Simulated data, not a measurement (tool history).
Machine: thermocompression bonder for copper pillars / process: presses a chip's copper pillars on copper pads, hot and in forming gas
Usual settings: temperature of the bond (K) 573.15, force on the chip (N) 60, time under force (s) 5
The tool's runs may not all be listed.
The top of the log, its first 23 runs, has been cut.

| run | day | temperature of the bond (K) | force on the chip (N) | time under force (s) | force that shears a chip off (N) |
|---|---|---|---|---|---|
| 24 | 9.117 | 585.15 | 60 | 5 | 84 |
| 25 | 9.45 | 587.15 | 48 | 6 | 73.5 |
| 26 | 9.729 | 598.15 | 70 | 11 | 121 |
| 27 | 10 | 573.15 | 76 | 5 | 93.8 |
| 28 | 10.321 | 579.15 | 66 | 7 | 95.8 |
| 29 | 10.562 | 600.15 | 87 | 13 | 133.1 |
| 30 | 10.858 | 575.15 | 90 | 13 | 126.1 |
| 31 | 11.183 | 577.15 | 65 | 13 | 108.7 |
| 32 | 11.65 | 571.15 | 38 | 5 | 45.6 |
| 33 | 11.95 | 573.15 | 60 | 12 | 98.2 |
| 34 | 12.192 | 547.15 | 60 | 13 | 81.7 |

Here are 3 independent what-if runs from the current tool condition. What would each one return?
| A | 12.679 | 573.15 | 85 | 5 | ? |
| B | 12.679 | 594.15 | 62 | 14 | ? |
| C | 12.679 | 547.15 | 60 | 8 | ? |

| run | force that shears a chip off (N) |
|---|---|
| A | 102 |
| B | 116.8 |
| C | 69.8 |
Without the tool's hidden state the same runs would have given:
| run | force that shears a chip off (N) |
|---|---|
| A | 102 |
| B | 116.8 |
| C | 69.9 |
